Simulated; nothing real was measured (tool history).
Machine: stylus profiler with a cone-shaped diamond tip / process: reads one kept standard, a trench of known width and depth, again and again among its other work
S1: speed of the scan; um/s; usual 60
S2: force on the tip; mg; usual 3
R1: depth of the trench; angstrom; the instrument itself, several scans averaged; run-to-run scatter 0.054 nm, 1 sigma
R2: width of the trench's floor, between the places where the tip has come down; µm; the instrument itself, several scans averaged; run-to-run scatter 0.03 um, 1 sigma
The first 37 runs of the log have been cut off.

Run 38, hour 1713.2: usual settings but S1 30 um/s, S2 5.46 mg. Result: R1 2057.8 angstrom, R2 26.82 µm.
Run 39, hour 1746.9: usual settings but S1 56 um/s, S2 2.31 mg. Result: R1 2035.6 angstrom, R2 26.56 µm.
Run 40, hour 1784.3: usual settings but S1 56 um/s, S2 2.31 mg. Result: R1 2035.2 angstrom, R2 26.57 µm.
Run 41, hour 1850: usual settings but S1 69 um/s, S2 4.03 mg. Result: R1 2050.2 angstrom, R2 26.52 µm.
Run 42, hour 1904.5: usual settings but S1 69 um/s, S2 4.03 mg. Result: R1 2048.6 angstrom, R2 26.46 µm.
Run 43, hour 1943.7: usual settings but S1 54 um/s, S2 4.84 mg. Result: R1 2055.5 angstrom, R2 26.59 µm.
Run 44, hour 1997.5: usual settings but S1 33 um/s, S2 5.46 mg. Result: R1 2059.4 angstrom, R2 26.63 µm.
At hour 2028.6: new tip fitted, height scale calibrated.
Run 45, hour 2055.9: usual settings but S1 101 um/s, S2 7.08 mg. Result: R1 2065.6 angstrom, R2 27.88 µm.

Predict each of these 3 candidate next runs independently; none follows another, all start after run 45:
Run A, hour 2124.7: usual settings but S1 47 um/s, S2 2.11 mg. Result: R1 ?, R2 ?.
Run B, hour 2124.7: usual settings but S1 101 um/s, S2 6.6 mg. Result: R1 ?, R2 ?.
Run C, hour 2124.7: usual settings but S1 47 um/s, S2 8.68 mg. Result: R1 ?, R2 ?.

run      R1     R2
  A  2030.1  27.91
  B  2062.5  27.86
  C  2075.3  27.95
Had the tool no hidden state, the same runs would have come out as:
run      R1     R2
  A  2029.1  28.03
  B  2061.5  27.98
  C  2074.3  28.07
